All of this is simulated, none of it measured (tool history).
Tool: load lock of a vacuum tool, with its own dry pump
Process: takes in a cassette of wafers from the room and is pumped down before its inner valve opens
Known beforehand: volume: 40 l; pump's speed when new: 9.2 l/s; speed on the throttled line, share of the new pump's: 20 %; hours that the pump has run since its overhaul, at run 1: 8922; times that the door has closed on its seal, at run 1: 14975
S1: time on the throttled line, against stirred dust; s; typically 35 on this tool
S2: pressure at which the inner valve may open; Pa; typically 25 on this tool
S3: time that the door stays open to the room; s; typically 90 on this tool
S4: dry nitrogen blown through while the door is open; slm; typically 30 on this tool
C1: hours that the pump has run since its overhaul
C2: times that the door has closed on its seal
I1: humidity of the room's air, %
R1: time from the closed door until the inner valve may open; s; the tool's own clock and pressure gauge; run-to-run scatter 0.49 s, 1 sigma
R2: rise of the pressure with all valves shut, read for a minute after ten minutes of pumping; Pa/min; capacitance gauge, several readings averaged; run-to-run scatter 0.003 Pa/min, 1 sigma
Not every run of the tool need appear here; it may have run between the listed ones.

{"run": 1, "day": 0.0, "S1": 35, "S2": 25, "S3": 90, "S4": 30, "C1": 8922, "C2": 14975, "I1": 43.6, "R1": 67.4, "R2": 0.088}
{"run": 2, "day": 9.242, "S1": 35, "S2": 25, "S3": 95, "S4": 30, "C1": 9143, "C2": 15761, "I1": 44.9, "R1": 68.6, "R2": 0.094}
{"run": 3, "day": 17.392, "S1": 35, "S2": 25, "S3": 70, "S4": 30, "C1": 9339, "C2": 16453, "I1": 44.7, "R1": 68.6, "R2": 0.098}
{"run": 4, "day": 25.554, "S1": 35, "S2": 26, "S3": 70, "S4": 30, "C1": 9535, "C2": 17147, "I1": 46.5, "R1": 68.8, "R2": 0.104}
{"run": 5, "day": 30.646, "S1": 35, "S2": 26, "S3": 70, "S4": 30, "C1": 9657, "C2": 17580, "I1": 42.0, "R1": 69.0, "R2": 0.105}
{"run": 6, "day": 35.983, "S1": 35, "S2": 25, "S3": 119, "S4": 30, "C1": 9785, "C2": 18034, "I1": 45.8, "R1": 68.8, "R2": 0.114}
{"run": 7, "day": 42.517, "S1": 35, "S2": 23, "S3": 48, "S4": 30, "C1": 9942, "C2": 18589, "I1": 44.0, "R1": 69.9, "R2": 0.109}
{"run": 8, "day": 50.108, "S1": 35, "S2": 23, "S3": 48, "S4": 30, "C1": 10124, "C2": 19234, "I1": 42.8, "R1": 69.6, "R2": 0.111}
{"run": 9, "day": 58.771, "S1": 47, "S2": 19, "S3": 90, "S4": 43, "C1": 10332, "C2": 19971, "I1": 43.8, "R1": 79.7, "R2": 0.113}
{"run": 10, "day": 64.379, "S1": 35, "S2": 25, "S3": 25, "S4": 30, "C1": 10467, "C2": 20447, "I1": 43.1, "R1": 69.6, "R2": 0.114}
{"run": 11, "day": 72.229, "S1": 35, "S2": 25, "S3": 25, "S4": 30, "C1": 10655, "C2": 21114, "I1": 42.8, "R1": 69.5, "R2": 0.127}
{"run": 12, "day": 79.612, "S1": 35, "S2": 46, "S3": 90, "S4": 6, "C1": 10832, "C2": 21742, "I1": 45.9, "R1": 66.7, "R2": 0.146}

Each row is a separate what-if for the run after 12, all from the same tool condition, not one after another. Results?
{"run": "A", "day": 85.838, "S1": 45, "S2": 38, "S3": 90, "S4": 30, "C1": 10982, "C2": 22271, "I1": 42.3, "R1": "?", "R2": "?"}
{"run": "B", "day": 85.838, "S1": 35, "S2": 25, "S3": 90, "S4": 6, "C1": 10982, "C2": 22271, "I1": 48.0, "R1": "?", "R2": "?"}
{"run": "C", "day": 85.838, "S1": 25, "S2": 37, "S3": 90, "S4": 30, "C1": 10982, "C2": 22271, "I1": 43.1, "R1": "?", "R2": "?"}
{"run": "D", "day": 85.838, "S1": 24, "S2": 25, "S3": 44, "S4": 34, "C1": 10982, "C2": 22271, "I1": 44.4, "R1": "?", "R2": "?"}
{"run": "E", "day": 85.838, "S1": 62, "S2": 46, "S3": 28, "S4": 9, "C1": 10982, "C2": 22271, "I1": 46.3, "R1": "?", "R2": "?"}

run=A R1=73.8 R2=0.142
run=B R1=68.8 R2=0.156
run=C R1=59.3 R2=0.139
run=D R1=61.6 R2=0.130
run=E R1=87.5 R2=0.140
Without the tool's hidden state the same runs would have given:
run=A R1=69.5 R2=0.025
run=B R1=63.7 R2=0.042
run=C R1=54.2 R2=0.024
run=D R1=56.1 R2=0.013
run=E R1=83.9 R2=0.023

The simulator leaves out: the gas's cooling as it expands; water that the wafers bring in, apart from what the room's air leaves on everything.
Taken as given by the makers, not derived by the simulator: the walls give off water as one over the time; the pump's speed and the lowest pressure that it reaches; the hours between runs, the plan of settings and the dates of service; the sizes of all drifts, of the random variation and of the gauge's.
